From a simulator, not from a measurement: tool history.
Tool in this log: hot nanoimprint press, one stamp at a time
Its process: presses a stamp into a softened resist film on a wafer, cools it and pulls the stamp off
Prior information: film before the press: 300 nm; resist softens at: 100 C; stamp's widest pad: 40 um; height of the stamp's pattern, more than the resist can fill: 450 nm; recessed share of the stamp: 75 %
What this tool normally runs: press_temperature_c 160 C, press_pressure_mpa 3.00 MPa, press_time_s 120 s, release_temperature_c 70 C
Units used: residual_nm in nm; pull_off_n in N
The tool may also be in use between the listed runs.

Run 1, hour 0.0: usual settings. Result: residual_nm 134.6 nm, pull_off_n 147 N.
Run 2, hour 47.0: usual settings. Result: residual_nm 135.7 nm, pull_off_n 158 N.
Run 3, hour 87.4: usual settings but press_time_s 123 s. Result: residual_nm 135.3 nm, pull_off_n 148 N.
Run 4, hour 127.5: usual settings but press_time_s 123 s. Result: residual_nm 133.9 nm, pull_off_n 154 N.
Run 5, hour 164.7: usual settings but press_time_s 123 s. Result: residual_nm 133.2 nm, pull_off_n 151 N.
Run 6, hour 207.7: usual settings but press_time_s 123 s. Result: residual_nm 134.7 nm, pull_off_n 153 N.
At hour 237.0: stamp cleaned and given a new release coat.
Run 7, hour 240.6: usual settings but press_temperature_c 149 C. Result: residual_nm 231.7 nm, pull_off_n 152 N.
At hour 248.1: plate thermocouple calibrated.
Run 8, hour 289.6: usual settings but press_temperature_c 149 C. Result: residual_nm 233.4 nm, pull_off_n 152 N.
Run 9, hour 326.0: usual settings but press_temperature_c 149 C. Result: residual_nm 231.4 nm, pull_off_n 152 N.
Run 10, hour 368.7: usual settings but press_temperature_c 161 C. Result: residual_nm 128.5 nm, pull_off_n 149 N.
Run 11, hour 407.7: usual settings but release_temperature_c 60 C. Result: residual_nm 136.2 nm, pull_off_n 169 N.
Run 12, hour 461.7: usual settings. Result: residual_nm 135.3 nm, pull_off_n 145 N.
At hour 483.0: stamp cleaned and given a new release coat.
Run 13, hour 522.0: usual settings. Result: residual_nm 135.6 nm, pull_off_n 148 N.
Run 14, hour 560.9: usual settings but release_temperature_c 76 C. Result: residual_nm 136.8 nm, pull_off_n 139 N.
Run 15, hour 595.7: usual settings but release_temperature_c 68 C. Result: residual_nm 135.0 nm, pull_off_n 155 N.
Run 16, hour 648.1: usual settings but press_temperature_c 171 C. Result: residual_nm 76.5 nm, pull_off_n 148 N.
Run 17, hour 675.1: usual settings but press_temperature_c 167 C, press_pressure_mpa 2.01 MPa, press_time_s 79 s, release_temperature_c 75 C. Result: residual_nm 135.9 nm, pull_off_n 142 N.
Run 18, hour 710.8: usual settings but press_temperature_c 170 C, press_pressure_mpa 4.13 MPa, press_time_s 79 s, release_temperature_c 75 C. Result: residual_nm 75.9 nm, pull_off_n 142 N.
At hour 725.2: plate thermocouple calibrated.
At hour 731.2: stamp cleaned and given a new release coat.
Run 19, hour 752.7: usual settings but press_temperature_c 170 C, press_pressure_mpa 4.13 MPa, press_time_s 79 s, release_temperature_c 75 C. Result: residual_nm 75.9 nm, pull_off_n 140 N.
Run 20, hour 777.6: usual settings but press_temperature_c 170 C, press_pressure_mpa 4.13 MPa, press_time_s 62 s, release_temperature_c 77 C. Result: residual_nm 83.3 nm, pull_off_n 134 N.
Run 21, hour 832.0: usual settings but press_temperature_c 171 C, press_pressure_mpa 2.01 MPa, press_time_s 62 s, release_temperature_c 66 C. Result: residual_nm 121.1 nm, pull_off_n 158 N.
Run 22, hour 872.1: usual settings but press_temperature_c 171 C, press_pressure_mpa 2.01 MPa, press_time_s 62 s, release_temperature_c 66 C. Result: residual_nm 122.1 nm, pull_off_n 160 N.
Run 23, hour 908.6: usual settings but press_temperature_c 153 C, press_pressure_mpa 4.07 MPa, press_time_s 102 s. Result: residual_nm 177.5 nm, pull_off_n 155 N.
Run 24, hour 942.6: usual settings but press_pressure_mpa 3.04 MPa. Result: residual_nm 134.5 nm, pull_off_n 147 N.
At hour 957.9: press's hydraulic seals changed and the load cell set to zero.
At hour 982.8: stamp cleaned and given a new release coat.
Run 25, hour 1002.4: usual settings but press_pressure_mpa 3.04 MPa. Result: residual_nm 133.1 nm, pull_off_n 156 N.
Run 26, hour 1027.7: usual settings but press_pressure_mpa 3.44 MPa, press_time_s 137 s, release_temperature_c 65 C. Result: residual_nm 118.9 nm, pull_off_n 165 N.
Run 27, hour 1071.4: usual settings but press_pressure_mpa 2.01 MPa, press_time_s 139 s, release_temperature_c 65 C. Result: residual_nm 160.7 nm, pull_off_n 155 N.
Run 28, hour 1094.7: usual settings but press_temperature_c 170 C, release_temperature_c 56 C. Result: residual_nm 80.5 nm, pull_off_n 179 N.
Run 29, hour 1131.2: usual settings but press_pressure_mpa 1.86 MPa, press_time_s 235 s. Result: residual_nm 142.1 nm, pull_off_n 148 N.

3 ways to go on from here, each from the tool as it stands after run 29. What would each give?
Run A, hour 1164.0: usual settings but release_temperature_c 66 C. Result: residual_nm ?, pull_off_n ?.
Run B, hour 1164.0: usual settings but press_temperature_c 156 C, press_pressure_mpa 2.64 MPa, press_time_s 235 s, release_temperature_c 73 C. Result: residual_nm ?, pull_off_n ?.
Run C, hour 1164.0: usual settings but press_temperature_c 158 C, press_pressure_mpa 2.01 MPa, release_temperature_c 74 C. Result: residual_nm ?, pull_off_n ?.

run  residual_nm  pull_off_n
  A        134.8         157
  B        147.2         143
  C        184.3         145
Without the tool's unlogged condition, the same runs would have read:
run  residual_nm  pull_off_n
  A        134.6         156
  B        147.0         142
  C        184.2         144
